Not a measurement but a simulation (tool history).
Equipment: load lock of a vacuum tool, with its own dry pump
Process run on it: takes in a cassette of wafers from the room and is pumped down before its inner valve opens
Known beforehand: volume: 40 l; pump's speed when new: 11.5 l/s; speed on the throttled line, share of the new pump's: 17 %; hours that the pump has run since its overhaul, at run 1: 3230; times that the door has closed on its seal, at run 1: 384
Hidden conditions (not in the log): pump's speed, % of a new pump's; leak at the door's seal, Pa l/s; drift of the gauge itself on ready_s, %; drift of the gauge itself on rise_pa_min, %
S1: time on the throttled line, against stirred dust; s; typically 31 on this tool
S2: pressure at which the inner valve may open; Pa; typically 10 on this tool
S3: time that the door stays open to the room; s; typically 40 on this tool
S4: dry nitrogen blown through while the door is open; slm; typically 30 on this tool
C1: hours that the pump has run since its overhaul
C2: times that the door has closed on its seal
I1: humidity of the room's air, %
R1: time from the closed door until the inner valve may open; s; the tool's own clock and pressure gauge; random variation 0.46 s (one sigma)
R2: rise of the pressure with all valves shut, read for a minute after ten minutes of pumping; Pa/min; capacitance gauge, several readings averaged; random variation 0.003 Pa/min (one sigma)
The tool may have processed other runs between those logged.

run 1 hour=0.0 | S1=31 S2=10 S3=40 S4=30 | C1=3230 C2=384 | I1=44.2 | R1=60.0 R2=0.024
run 2 hour=94.8 | S1=35 S2=10 S3=40 S4=30 | C1=3325 C2=513 | I1=43.5 | R1=63.6 R2=0.027
run 3 hour=173.1 | S1=31 S2=10 S3=40 S4=30 | C1=3403 C2=620 | I1=44.5 | R1=59.9 R2=0.026
run 4 hour=287.2 | S1=31 S2=10 S3=40 S4=30 | C1=3517 C2=776 | I1=43.8 | R1=60.4 R2=0.025
run 5 hour=415.3 | S1=31 S2=10 S3=40 S4=30 | C1=3646 C2=950 | I1=45.7 | R1=59.6 R2=0.025
run 6 hour=472.0 | S1=31 S2=10 S3=40 S4=30 | C1=3702 C2=1027 | I1=51.7 | R1=60.2 R2=0.027
run 7 hour=588.1 | S1=31 S2=10 S3=40 S4=30 | C1=3818 C2=1186 | I1=45.1 | R1=60.0 R2=0.021

Run 8 comes next. What will it give?
run 8 hour=696.9 | S1=31 S2=10 S3=40 S4=30 | C1=3927 C2=1334 | I1=42.8 | R1=? R2=?

R1: 60.8 s
R2: 0.027 Pa/min
Without the tool's hidden state the same run would have given R1 58.1 s, R2 0.023 Pa/min.
